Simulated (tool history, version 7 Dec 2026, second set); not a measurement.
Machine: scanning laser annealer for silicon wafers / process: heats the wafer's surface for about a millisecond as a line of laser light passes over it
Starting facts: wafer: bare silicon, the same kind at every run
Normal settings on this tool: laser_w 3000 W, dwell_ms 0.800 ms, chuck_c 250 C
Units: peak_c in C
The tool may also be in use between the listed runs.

| run | hour | laser_w | dwell_ms | chuck_c | peak_c |
|---|---|---|---|---|---|
| 1 | 0.0 | 3000 | 0.800 | 250 | 1018 |
|  | 14.3 | window over the wafer cleaned |
| 2 | 58.5 | 3000 | 0.986 | 250 | 1103 |
| 3 | 116.9 | 3000 | 0.986 | 250 | 1100 |
| 4 | 151.5 | 3000 | 0.800 | 250 | 1003 |
| 5 | 203.5 | 3000 | 0.800 | 250 | 1003 |
|  | 219.2 | window over the wafer cleaned, once more |
| 6 | 240.1 | 3000 | 0.800 | 250 | 1061 |
| 7 | 295.2 | 3000 | 0.800 | 250 | 1058 |
| 8 | 361.4 | 2607 | 0.800 | 250 | 953 |
| 9 | 394.0 | 2641 | 0.800 | 250 | 960 |
| 10 | 432.5 | 2641 | 0.800 | 250 | 961 |
| 11 | 501.2 | 2730 | 0.800 | 250 | 982 |
| 12 | 542.2 | 2730 | 0.800 | 250 | 982 |
| 13 | 573.1 | 3000 | 0.800 | 250 | 1052 |
| 14 | 616.4 | 3000 | 0.800 | 250 | 1052 |
| 15 | 651.4 | 3000 | 0.800 | 250 | 1052 |
| 16 | 696.1 | 3000 | 0.800 | 250 | 1052 |
| 17 | 734.9 | 2954 | 0.756 | 250 | 1010 |
| 18 | 773.4 | 2954 | 0.756 | 250 | 1011 |
| 19 | 820.0 | 2954 | 0.756 | 250 | 1006 |
| 20 | 852.9 | 3173 | 0.756 | 252 | 1065 |
| 21 | 922.9 | 3000 | 0.598 | 242 | 910 |
| 22 | 968.0 | 2822 | 0.655 | 268 | 931 |
| 23 | 1032.7 | 2822 | 0.655 | 268 | 932 |
| 24 | 1086.0 | 2822 | 0.655 | 268 | 927 |
| 25 | 1152.7 | 2854 | 0.959 | 276 | 1113 |
| 26 | 1216.1 | 2608 | 0.800 | 250 | 933 |
|  | 1282.5 | optics aligned, line set to its width |
| 27 | 1290.1 | 3012 | 0.865 | 278 | 1112 |
| 28 | 1336.0 | 2912 | 0.974 | 283 | 1151 |

For some of the steps in peak_c from one run to the next: how much would appear even if the tool had no hidden state, given the settings, what came in and random variation, and how much remains for the hidden state plus any gauge scatter that the measured result and the result without hidden state don't share?
Unlogged tool condition in this case: light that passes the window, % of a clean one's; laser's true power over the reading, %; width of the line over the set one, %; drift of the gauge itself on peak_c, C.
Run 1 -> 2: dwell_ms 0.800 -> 0.986, window over the wafer cleaned. peak_c +85 C: hidden state -22, all else +107.
Run 5 -> 6: window over the wafer cleaned, once more. peak_c +58 C: hidden state +60, all else -2.
Run 24 -> 25: laser_w 2822 -> 2854, dwell_ms 0.655 -> 0.959, chuck_c 268 -> 276. peak_c +186 C: hidden state -10, all else +196.
Run 25 -> 26: laser_w 2854 -> 2608, dwell_ms 0.959 -> 0.800, chuck_c 276 -> 250. peak_c -180 C: hidden state +5, all else -185.

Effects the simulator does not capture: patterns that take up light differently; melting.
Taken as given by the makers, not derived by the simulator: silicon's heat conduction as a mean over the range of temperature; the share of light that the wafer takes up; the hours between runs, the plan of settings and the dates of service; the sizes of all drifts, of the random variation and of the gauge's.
